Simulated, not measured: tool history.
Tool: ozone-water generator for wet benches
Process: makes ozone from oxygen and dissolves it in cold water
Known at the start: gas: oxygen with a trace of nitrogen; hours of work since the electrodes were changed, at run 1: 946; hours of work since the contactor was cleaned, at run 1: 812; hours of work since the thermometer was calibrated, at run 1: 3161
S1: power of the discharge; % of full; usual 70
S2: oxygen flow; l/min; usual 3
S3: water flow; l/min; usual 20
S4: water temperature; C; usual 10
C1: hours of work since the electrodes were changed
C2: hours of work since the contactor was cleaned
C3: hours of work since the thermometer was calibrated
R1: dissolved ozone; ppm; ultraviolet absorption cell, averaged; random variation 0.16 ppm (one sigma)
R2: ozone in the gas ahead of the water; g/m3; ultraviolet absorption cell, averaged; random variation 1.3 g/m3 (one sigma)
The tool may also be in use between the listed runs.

run    hour  S1    S2  S3  S4    C1    C2    C3    R1     R2
  1       0  70     3  20  10   946   812  3161  20.3  230.6
  2    74.4  70     3  20  10   993   859  3208  20.8  231.2
  3   111.5  70     3  20  11  1016   882  3231  20.5  230.2
  4   178.1  70     3  20  16  1059   924  3273  19.6  229.6
  5   241.5  70     3  20  16  1099   964  3313  19.6  231.4
  6   310.5  70     3  20  16  1142  1008  3357  19.6  230.5
  7   368.2  70     3  20  16  1178  1044  3393  19.6  230.8
  8   405.8  70     3  20  10  1202  1068  3417  20.7    232
  9   455.7  70     3  20  10  1234  1099  3449  20.6  231.5
 10   491.4  70     3  20  10  1256  1122  3471  20.5  229.5
 11   550.9  70     3  20  12  1294  1159  3509  20.4  232.4
      557.3  -- water thermometer calibrated
 12   595.3  70     3  20  12  1321  1187    24  20.2  233.5
 13     656  70     3  20   6  1360  1225    62    21  232.1
 14   686.6  70     3  20   6  1379  1244    82  21.1  231.1
 15   717.1  70     3  20   6  1398  1264   101  21.2  233.8
 16   750.4  70     3  20   6  1419  1285   122  21.2  231.2
 17   787.8  70     3  20   6  1443  1308   145  21.1  233.1
 18   848.5  70     3  20   6  1481  1347   184  21.3  232.2
 19   910.1  53     3  20   8  1520  1385   223  17.3  190.3
 20   945.6  93  2.97  19   8  1542  1408   245  26.8  285.7
 21   999.7  93  2.97  19   8  1576  1442   279  26.7  286.2
 22  1056.8  70     3  20  11  1612  1478   315  20.2  231.6
 23  1115.2  52     3  21  11  1649  1515   352  15.9    189
 24  1175.2  52     3  21  11  1687  1553   390  15.4  188.3
 25  1207.5  70  4.75  20  10  1707  1573   410  22.5  189.2
 26  1242.4  46  4.75  20  11  1729  1595   432  16.6  139.5
 27  1301.4  46  4.75  20  11  1767  1632   469  16.5  138.9
 28  1344.9  98     3  20   7  1794  1660   497  26.9  296.7
 29  1376.7  98     3  20   7  1814  1680   517  26.9  299.3
 30  1423.3  98     3  20   7  1844  1709   546  26.8  297.2
 31    1476  84  5.11  20  10  1877  1742   579  26.3  208.3
 32  1517.3  84  3.74  13   6  1903  1768   606  37.5  242.1

Measured less the same run without the tool's hidden state. The same run-to-run variation is in both; the gauge's scatter may not be:
The hidden state here: yield of the discharge, % of new electrodes'; contactor's efficiency, % of a clean one's; true water temperature over the reading, C; drift of the gauge itself on ozone_ppm, %; drift of the gauge itself on gas_g_m3, %.
run    R2
  1    +0
  2  +0.2
  3  +0.2
  4  +0.5
  5  +0.7
  6  +0.9
  7    +1
  8  +1.2
  9  +1.4
 10  +1.4
 11  +1.7
 12  +1.8
 13    +2
 14  +2.1
 15  +2.2
 16  +2.3
 17  +2.5
 18  +2.6
 19  +2.4
 20  +3.5
 21  +3.8
 22  +3.3
 23  +2.9
 24    +3
 25    +3
 26  +2.3
 27  +2.5
 28  +5.3
 29  +5.4
 30  +5.6
 31  +4.1
 32  +4.9
R1: within 0.1 ppm of the measured result in every run.
